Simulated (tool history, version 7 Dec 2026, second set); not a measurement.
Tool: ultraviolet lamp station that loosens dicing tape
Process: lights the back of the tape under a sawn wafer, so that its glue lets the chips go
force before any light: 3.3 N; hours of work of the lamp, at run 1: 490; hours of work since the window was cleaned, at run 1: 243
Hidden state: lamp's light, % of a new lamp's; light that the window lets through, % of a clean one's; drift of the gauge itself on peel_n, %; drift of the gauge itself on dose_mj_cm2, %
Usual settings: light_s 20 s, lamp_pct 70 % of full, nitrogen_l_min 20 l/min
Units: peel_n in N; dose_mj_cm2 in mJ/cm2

run	hour	light_s	lamp_pct	nitrogen_l_min	hours of work of the lamp	hours of work since the window was cleaned	peel_n	dose_mj_cm2
1	0	20	70	20	490	243	0.509	247
2	21.7	20	70	20	503	256	0.508	243
3	33.7	20	70	20	510	263	0.503	244
4	49.3	20	67	20	520	273	0.548	229
5	63.3	16	67	20	529	281	0.779	184
6	78.5	16	67	20	538	291	0.806	182
# hour 86.6: window cleaned of glue's vapour
7	91	20	70	7	545	3	0.993	235
8	105	20	70	18	554	11	0.579	234
9	125.5	37	70	20	567	24	0.176	429
10	143.9	20	70	20	578	35	0.574	234
11	158.4	14	70	20	587	44	0.926	162
12	170.1	14	70	20	594	51	0.951	161
13	179.2	14	70	20	600	57	0.973	162
# hour 183.4: window cleaned of glue's vapour, once more
14	198	14	70	20	611	9	0.883	176
15	210.1	38	70	20	618	16	0.15	469
16	228.2	33	70	20	629	28	0.195	399
17	248.9	20	80	20	642	40	0.422	280
18	261.9	39	80	20	650	48	0.115	530
# hour 277.5: lamp changed
19	281.4	39	80	11	2	60	0.106	727
20	300.2	19	70	20	14	71	0.354	305
21	313.4	20	70	20	22	79	0.3	322
22	325	29	70	20	29	86	0.144	462
23	342.3	21	70	10	40	97	0.482	333
24	355	11	64	7	48	105	1.466	159
25	372	24	70	18	58	115	0.236	381
26	381	24	63	6	64	121	0.687	333
27	400.6	35	92	20	76	133	0.096	718
28	409.5	18	92	17	81	138	0.268	369

Run 29 comes next. What will it give?
29	422.4	27	84	8	89	146	?	?

peel_n: 0.263 N
dose_mj_cm2: 502 mJ/cm2
Without the tool's hidden state the same run would have given peel_n 0.227 N, dose_mj_cm2 541 mJ/cm2.
